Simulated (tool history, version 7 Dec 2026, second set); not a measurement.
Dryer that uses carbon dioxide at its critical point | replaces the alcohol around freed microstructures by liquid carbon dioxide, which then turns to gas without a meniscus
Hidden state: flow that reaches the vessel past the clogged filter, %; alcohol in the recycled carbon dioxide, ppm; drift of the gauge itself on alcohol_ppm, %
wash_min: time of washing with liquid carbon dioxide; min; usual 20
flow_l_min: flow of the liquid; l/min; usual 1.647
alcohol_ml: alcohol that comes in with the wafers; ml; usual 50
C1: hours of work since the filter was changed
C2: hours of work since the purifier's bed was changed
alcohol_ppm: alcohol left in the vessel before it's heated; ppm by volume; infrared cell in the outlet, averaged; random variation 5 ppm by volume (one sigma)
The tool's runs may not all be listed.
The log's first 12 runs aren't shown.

Run 13, hour 149.3: usual settings; C1 331; C2 626. Result: alcohol_ppm 120 ppm by volume.
Run 14, hour 167.7: usual settings but flow_l_min 1.330 l/min; C1 344; C2 639. Result: alcohol_ppm 163 ppm by volume.
Run 15, hour 181.5: usual settings but flow_l_min 1.330 l/min; C1 354; C2 649. Result: alcohol_ppm 153 ppm by volume.
Run 16, hour 196.2: usual settings but flow_l_min 1.330 l/min; C1 364; C2 660. Result: alcohol_ppm 159 ppm by volume.
Run 17, hour 210.1: usual settings but flow_l_min 1.330 l/min; C1 375; C2 670. Result: alcohol_ppm 167 ppm by volume.
Run 18, hour 226.2: usual settings but flow_l_min 1.330 l/min; C1 386; C2 682. Result: alcohol_ppm 160 ppm by volume.
Run 19, hour 246.6: usual settings but alcohol_ml 108 ml; C1 401; C2 696. Result: alcohol_ppm 150 ppm by volume.
Run 20, hour 261.8: usual settings but alcohol_ml 108 ml; C1 412; C2 707. Result: alcohol_ppm 159 ppm by volume.
Run 21, hour 275.2: usual settings but alcohol_ml 108 ml; C1 422; C2 717. Result: alcohol_ppm 147 ppm by volume.
Run 22, hour 295.4: usual settings but flow_l_min 1.990 l/min; C1 436; C2 732. Result: alcohol_ppm 127 ppm by volume.
Run 23, hour 305.4: usual settings but alcohol_ml 22 ml; C1 443; C2 739. Result: alcohol_ppm 131 ppm by volume.
At hour 309.4: inlet filter changed.
Run 24, hour 318.7: usual settings but alcohol_ml 22 ml; C1 7; C2 748. Result: alcohol_ppm 122 ppm by volume.
Run 25, hour 330.5: usual settings but wash_min 24 min, alcohol_ml 44 ml; C1 15; C2 756. Result: alcohol_ppm 128 ppm by volume.
Run 26, hour 345.3: usual settings but wash_min 23 min, alcohol_ml 36 ml; C1 26; C2 767. Result: alcohol_ppm 120 ppm by volume.

Run 27 comes next. What will it give?
Run 27, hour 358.7: usual settings but wash_min 23 min, alcohol_ml 36 ml; C1 36; C2 777. Result: alcohol_ppm ?.

{"run 27": {"alcohol_ppm": 124}}
Without the tool's hidden state the same run would have given alcohol_ppm 3 ppm by volume.
